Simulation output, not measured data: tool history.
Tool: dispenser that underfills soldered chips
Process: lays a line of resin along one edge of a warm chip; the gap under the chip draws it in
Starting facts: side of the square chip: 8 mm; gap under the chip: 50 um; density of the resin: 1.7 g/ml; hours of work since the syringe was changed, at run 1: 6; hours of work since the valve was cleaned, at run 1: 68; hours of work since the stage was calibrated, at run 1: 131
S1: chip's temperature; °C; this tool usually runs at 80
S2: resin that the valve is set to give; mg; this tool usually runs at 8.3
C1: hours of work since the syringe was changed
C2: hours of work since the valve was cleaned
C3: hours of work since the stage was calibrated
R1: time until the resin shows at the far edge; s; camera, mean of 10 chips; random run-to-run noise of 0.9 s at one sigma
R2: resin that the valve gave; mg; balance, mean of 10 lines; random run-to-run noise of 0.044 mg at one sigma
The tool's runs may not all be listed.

{"run": 1, "hour": 0.0, "S1": 80, "S2": 8.3, "C1": 6, "C2": 68, "C3": 131, "R1": 146.4, "R2": 7.92}
{"hour": 3.5, "done": "new syringe of resin"}
{"hour": 15.9, "done": "new syringe of resin"}
{"run": 2, "hour": 16.8, "S1": 80, "S2": 8.3, "C1": 1, "C2": 79, "C3": 143, "R1": 93.3, "R2": 7.92}
{"hour": 28.0, "done": "new syringe of resin"}
{"run": 3, "hour": 31.4, "S1": 80, "S2": 10.54, "C1": 2, "C2": 90, "C3": 153, "R1": 107.9, "R2": 9.92}
{"hour": 40.1, "done": "new syringe of resin"}
{"run": 4, "hour": 47.4, "S1": 80, "S2": 8.3, "C1": 5, "C2": 101, "C3": 164, "R1": 143.8, "R2": 7.78}
{"hour": 52.0, "done": "new syringe of resin"}
{"run": 5, "hour": 62.3, "S1": 80, "S2": 8.3, "C1": 7, "C2": 112, "C3": 175, "R1": 166, "R2": 7.67}
{"hour": 64.7, "done": "new syringe of resin"}
{"run": 6, "hour": 72.3, "S1": 80, "S2": 8.3, "C1": 5, "C2": 119, "C3": 182, "R1": 142.6, "R2": 7.71}
{"hour": 76.6, "done": "new syringe of resin"}
{"run": 7, "hour": 86.0, "S1": 88, "S2": 8.3, "C1": 7, "C2": 128, "C3": 192, "R1": 107.1, "R2": 7.63}
{"hour": 89.0, "done": "new syringe of resin"}
{"hour": 101.1, "done": "new syringe of resin"}
{"run": 8, "hour": 101.1, "S1": 85, "S2": 8.3, "C1": 0, "C2": 139, "C3": 202, "R1": 69.1, "R2": 7.53}
{"hour": 111.9, "done": "dispensing valve cleaned and set on the balance"}
{"hour": 115.2, "done": "new syringe of resin"}
{"run": 9, "hour": 116.5, "S1": 88, "S2": 8.3, "C1": 1, "C2": 3, "C3": 212, "R1": 64.7, "R2": 8.3}
{"hour": 127.2, "done": "new syringe of resin"}
{"run": 10, "hour": 131.1, "S1": 88, "S2": 8.3, "C1": 3, "C2": 13, "C3": 223, "R1": 77.4, "R2": 8.27}
{"hour": 140.0, "done": "new syringe of resin"}
{"run": 11, "hour": 142.9, "S1": 88, "S2": 8.3, "C1": 2, "C2": 22, "C3": 231, "R1": 70.5, "R2": 8.31}
{"hour": 151.8, "done": "new syringe of resin"}
{"run": 12, "hour": 154.8, "S1": 88, "S2": 8.3, "C1": 2, "C2": 30, "C3": 239, "R1": 74.2, "R2": 8.16}
{"hour": 164.1, "done": "new syringe of resin"}
{"run": 13, "hour": 169.6, "S1": 88, "S2": 8.3, "C1": 4, "C2": 41, "C3": 250, "R1": 86.4, "R2": 8.13}
{"hour": 176.2, "done": "new syringe of resin"}
{"run": 14, "hour": 178.9, "S1": 88, "S2": 8.25, "C1": 2, "C2": 47, "C3": 256, "R1": 71.4, "R2": 8.04}
{"hour": 188.2, "done": "new syringe of resin"}
{"run": 15, "hour": 188.3, "S1": 80, "S2": 9.88, "C1": 0, "C2": 54, "C3": 263, "R1": 85.4, "R2": 9.59}
{"run": 16, "hour": 196.0, "S1": 80, "S2": 9.14, "C1": 6, "C2": 59, "C3": 268, "R1": 138.8, "R2": 8.88}
{"hour": 200.6, "done": "new syringe of resin"}
{"run": 17, "hour": 206.6, "S1": 80, "S2": 9.14, "C1": 4, "C2": 67, "C3": 276, "R1": 130.4, "R2": 8.86}
{"hour": 212.6, "done": "new syringe of resin"}
{"run": 18, "hour": 213.7, "S1": 80, "S2": 9.14, "C1": 1, "C2": 71, "C3": 281, "R1": 95.8, "R2": 8.73}
{"run": 19, "hour": 220.5, "S1": 71, "S2": 9.98, "C1": 6, "C2": 76, "C3": 286, "R1": 219.7, "R2": 9.47}
{"hour": 224.9, "done": "new syringe of resin"}
{"run": 20, "hour": 231.8, "S1": 89, "S2": 8.82, "C1": 5, "C2": 84, "C3": 293, "R1": 89.8, "R2": 8.39}
{"hour": 236.7, "done": "new syringe of resin"}
{"run": 21, "hour": 244.2, "S1": 89, "S2": 8.82, "C1": 5, "C2": 93, "C3": 302, "R1": 93.8, "R2": 8.34}
{"hour": 249.2, "done": "new syringe of resin"}
{"run": 22, "hour": 255.3, "S1": 77, "S2": 8.44, "C1": 4, "C2": 101, "C3": 310, "R1": 153.2, "R2": 7.89}
{"hour": 261.0, "done": "new syringe of resin"}
{"run": 23, "hour": 264.4, "S1": 88, "S2": 10.8, "C1": 2, "C2": 107, "C3": 316, "R1": 75.8, "R2": 10.18}
{"hour": 273.1, "done": "new syringe of resin"}
{"run": 24, "hour": 280.3, "S1": 88, "S2": 10.8, "C1": 5, "C2": 118, "C3": 328, "R1": 93.1, "R2": 9.99}
{"hour": 285.4, "done": "new syringe of resin"}
{"run": 25, "hour": 291.7, "S1": 80, "S2": 7.22, "C1": 5, "C2": 126, "C3": 336, "R1": 137.5, "R2": 6.63}
{"hour": 298.2, "done": "new syringe of resin"}
{"run": 26, "hour": 299.6, "S1": 89, "S2": 9.73, "C1": 1, "C2": 132, "C3": 341, "R1": 63.4, "R2": 9.02}
{"hour": 310.3, "done": "new syringe of resin"}
{"run": 27, "hour": 312.5, "S1": 79, "S2": 8.3, "C1": 2, "C2": 141, "C3": 350, "R1": 109.8, "R2": 7.63}
{"hour": 319.4, "done": "dispensing valve cleaned and set on the balance"}
{"hour": 323.8, "done": "new syringe of resin"}
{"run": 28, "hour": 324.1, "S1": 75, "S2": 8.96, "C1": 0, "C2": 3, "C3": 358, "R1": 114.4, "R2": 8.93}
{"hour": 336.2, "done": "new syringe of resin"}
{"run": 29, "hour": 338.2, "S1": 87, "S2": 9.25, "C1": 1, "C2": 13, "C3": 367, "R1": 73.7, "R2": 9.16}
{"hour": 348.1, "done": "new syringe of resin"}
{"run": 30, "hour": 352.6, "S1": 87, "S2": 9.25, "C1": 3, "C2": 23, "C3": 378, "R1": 83.9, "R2": 9.13}
{"hour": 360.4, "done": "new syringe of resin"}
{"run": 31, "hour": 364.9, "S1": 93, "S2": 10.78, "C1": 3, "C2": 32, "C3": 386, "R1": 64.2, "R2": 10.56}
{"hour": 372.4, "done": "new syringe of resin"}
{"run": 32, "hour": 375.3, "S1": 71, "S2": 7.26, "C1": 2, "C2": 39, "C3": 394, "R1": 176.2, "R2": 7.09}
{"hour": 385.1, "done": "new syringe of resin"}
{"run": 33, "hour": 391.6, "S1": 69, "S2": 8.3, "C1": 5, "C2": 51, "C3": 405, "R1": 240.1, "R2": 8.06}
{"hour": 397.0, "done": "new syringe of resin"}
{"run": 34, "hour": 398.7, "S1": 76, "S2": 10.42, "C1": 1, "C2": 56, "C3": 410, "R1": 123.3, "R2": 9.99}

Some steps in R1, run to run, broken into two amounts with sign: the step expected even without the hidden condition (settings, incoming material, random variation), and the rest, left for the hidden condition together with whatever gauge scatter is not in both the measured and the hidden-condition-free result:
The hidden state here: resin's viscosity, % of fresh resin's; dose that the valve gives, % of what is set; true chip temperature over the reading, C; drift of the gauge itself on fill_s, %; drift of the gauge itself on given_mg, %.
Run 18 -> 19: S1 80 -> 71, S2 9.14 -> 9.98. R1 +123.9 s: hidden state +80.9, all else +43.
Run 19 -> 20: S1 71 -> 89, S2 9.98 -> 8.82, new syringe of resin. R1 -129.9 s: hidden state -57.7, all else -72.2.
Run 33 -> 34: S1 69 -> 76, S2 8.3 -> 10.42, new syringe of resin. R1 -116.8 s: hidden state -70.8, all else -46.
